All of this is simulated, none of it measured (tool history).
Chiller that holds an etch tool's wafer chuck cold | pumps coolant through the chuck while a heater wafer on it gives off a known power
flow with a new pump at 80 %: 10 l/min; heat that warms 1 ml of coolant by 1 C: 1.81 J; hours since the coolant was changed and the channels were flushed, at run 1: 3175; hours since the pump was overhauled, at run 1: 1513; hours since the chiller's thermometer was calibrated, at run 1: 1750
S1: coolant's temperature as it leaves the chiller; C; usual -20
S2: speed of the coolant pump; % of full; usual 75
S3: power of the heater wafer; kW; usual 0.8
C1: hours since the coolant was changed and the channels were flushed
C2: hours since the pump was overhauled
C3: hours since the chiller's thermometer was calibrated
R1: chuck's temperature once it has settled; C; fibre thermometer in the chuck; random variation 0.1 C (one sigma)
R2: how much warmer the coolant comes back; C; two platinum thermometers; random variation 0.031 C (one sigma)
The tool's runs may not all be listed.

run	hour	S1	S2	S3	C1	C2	C3	R1	R2
1	0	-20	75	0.8	3175	1513	1750	-8.4	2.87
2	27.4	-20	75	0.8	3202	1540	1777	-8.5	2.87
3	58.2	-20	75	0.8	3233	1571	1808	-8.4	2.91
4	95.4	-20	75	0.8	3270	1608	1845	-8.5	2.9
5	130.6	-20	75	0.8	3306	1643	1881	-8.4	2.87
6	149.2	-20	70	0.8	3324	1662	1899	-7.5	3.09
7	172.8	-20	70	0.8	3348	1685	1923	-7.8	3.06
8	193.3	-20	70	0.8	3368	1706	1943	-7.7	3.16
9	221.7	-20	70	0.8	3397	1734	1972	-7.6	3.07
10	262.6	-20	70	0.486	3438	1775	2013	-12.5	1.92
11	296	-28	80	0.81	3471	1809	2046	-16.7	2.81
12	317.3	-13	75	0.8	3492	1830	2067	-1.5	2.91
13	353.5	-13	75	0.8	3528	1866	2104	-1.2	2.87
14	372.1	-13	76	0.74	3547	1885	2122	-2	2.66
15	398.9	-27	91	1.097	3574	1911	2149	-13.4	3.35
16	421.3	-27	91	1.097	3596	1934	2171	-13.2	3.34

Forecast run 17:
17	446.8	-30	81	0.913	3622	1959	2197	?	?

R1: -17.6 C
R2: 3.13 C
Without the tool's hidden state the same run would have given R1 -18.9 C, R2 3.02 C.
